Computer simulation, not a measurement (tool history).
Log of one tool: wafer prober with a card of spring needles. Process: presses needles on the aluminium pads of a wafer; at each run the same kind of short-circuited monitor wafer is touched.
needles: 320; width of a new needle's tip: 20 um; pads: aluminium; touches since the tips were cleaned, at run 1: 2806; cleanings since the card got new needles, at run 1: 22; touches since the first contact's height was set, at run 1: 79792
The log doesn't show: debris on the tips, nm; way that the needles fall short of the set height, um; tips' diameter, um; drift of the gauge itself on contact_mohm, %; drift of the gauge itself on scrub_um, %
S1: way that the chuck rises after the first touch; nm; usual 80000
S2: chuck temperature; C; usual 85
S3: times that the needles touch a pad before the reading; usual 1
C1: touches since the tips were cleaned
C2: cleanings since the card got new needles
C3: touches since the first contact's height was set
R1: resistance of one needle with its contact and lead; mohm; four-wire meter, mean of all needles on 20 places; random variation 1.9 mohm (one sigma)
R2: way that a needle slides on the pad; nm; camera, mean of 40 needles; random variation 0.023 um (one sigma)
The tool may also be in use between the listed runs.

run   hour     S1   S2  S3    C1  C2      C3   R1     R2
  1      0  80000   85   1  2806  22   79792  202  12020
       0.5  -- tips cleaned on abrasive film
       6.4  -- tips cleaned on abrasive film
  2    8.3  80000   85   1  1047  24   84236  199  11950
      12.6  -- tips cleaned on abrasive film
  3   17.2  80000   85   1  2511  25   89061  199  11970
      18.6  -- tips cleaned on abrasive film
      24.2  -- tips cleaned on abrasive film
  4   25.9  80000   85   1   914  27   93704  197  11980
      29.8  -- tips cleaned on abrasive film
  5   33.5  80000   46   1  2027  28   97818  192  12020
      36.1  -- tips cleaned on abrasive film
  6   38.4  80000   46   1  1257  29  100423  192  12030
      42.5  -- tips cleaned on abrasive film
  7   42.8  80000   46   1   159  30  102781  189  11940
  8   46.7  80000   46   1  2301  30  104923  191  11930
      48.3  -- tips cleaned on abrasive film
  9     52  80000   85   1  1989  31  107743  200  11930
      54.3  -- tips cleaned on abrasive film
 10   57.2  80000   85   1  1545  32  110535  199  12000
      60.5  -- tips cleaned on abrasive film
 11   65.4  80000   85   1  2691  33  115000  197  11990
      66.2  -- tips cleaned on abrasive film
 12     71  80000   85   1  2640  34  118024  198  11960
      71.9  -- tips cleaned on abrasive film
 13   76.2  80000   85   1  2352  35  120814  200  11960
      77.7  -- tips cleaned on abrasive film
 14   82.5  80000   85   1  2633  36  124177  203  12010
      83.3  -- tips cleaned on abrasive film
      89.1  -- tips cleaned on abrasive film
 15   90.7  80000   85   1   848  38  128560  200  11960
      94.7  -- tips cleaned on abrasive film
 16   96.3  74000   31   1   838  39  131556  192  11080
     100.6  -- tips cleaned on abrasive film
 17  102.4  74000   31   1  1002  40  134859  186  11110
     106.8  -- tips cleaned on abrasive film
 18  110.7  74000   31   1  2151  41  139348  186  11060
     112.5  -- tips cleaned on abrasive film
     118.3  -- tips cleaned on abrasive film
 19  118.7  74000   31   1   215  43  143634  190  11070
     124.6  -- tips cleaned on abrasive film
 20  124.8  74000   31   1    78  44  146886  189  11060
     130.3  -- tips cleaned on abrasive film
 21  132.6  97000   56   1  1267  45  151123  189  14510
     136.6  -- tips cleaned on abrasive film
 22  136.7  80000   59   2    54  46  153302  194  11990
     142.2  -- tips cleaned on abrasive film
     142.5  -- height of the first contact set anew
 23  144.9  80000   76   2  1297  47    1297  199  11970
     148.1  -- tips cleaned on abrasive film
     153.8  -- tips cleaned on abrasive film
 24  153.8  77000   85   1     0  49    6055  202  11550
     159.5  -- tips cleaned on abrasive film
 25  162.4  77000   85   1  1588  50   10744  197  11540
     165.3  -- tips cleaned on abrasive film
 26  167.3  77000   85   1  1096  51   13386  198  11500
     171.3  -- tips cleaned on abrasive film
 27  171.3  70000   44   1     0  52   15509  192  10500
       177  -- tips cleaned on abrasive film
 28  177.3  80000  100   3   147  53   18702  202  11970
       183  -- tips cleaned on abrasive film
 29    186  63000   27   1  1642  54   23417  191   9400
     188.6  -- tips cleaned on abrasive film
 30    193  87000   46   3  2395  55   27191  188  13000

4 ways to go on from here, each from the tool as it stands after run 30. What would each give?
     194.3  -- tips cleaned on abrasive film
  A   199  65000  98   1  2563  56  30429   ?   ?
     194.3  -- tips cleaned on abrasive film
  B   199  87000  82   1  2563  56  30429   ?   ?
     194.3  -- tips cleaned on abrasive film
  C   199  61000  48   1  2563  56  30429   ?   ?
     194.3  -- tips cleaned on abrasive film
  D   199  89000  46   3  2563  56  30429   ?   ?

run   R1     R2
  A  206   9770
  B  198  13020
  C  194   9120
  D  192  13340
Without the tool's hidden state the same runs would have given:
run   R1     R2
  A  205   9770
  B  198  13020
  C  193   9120
  D  192  13340

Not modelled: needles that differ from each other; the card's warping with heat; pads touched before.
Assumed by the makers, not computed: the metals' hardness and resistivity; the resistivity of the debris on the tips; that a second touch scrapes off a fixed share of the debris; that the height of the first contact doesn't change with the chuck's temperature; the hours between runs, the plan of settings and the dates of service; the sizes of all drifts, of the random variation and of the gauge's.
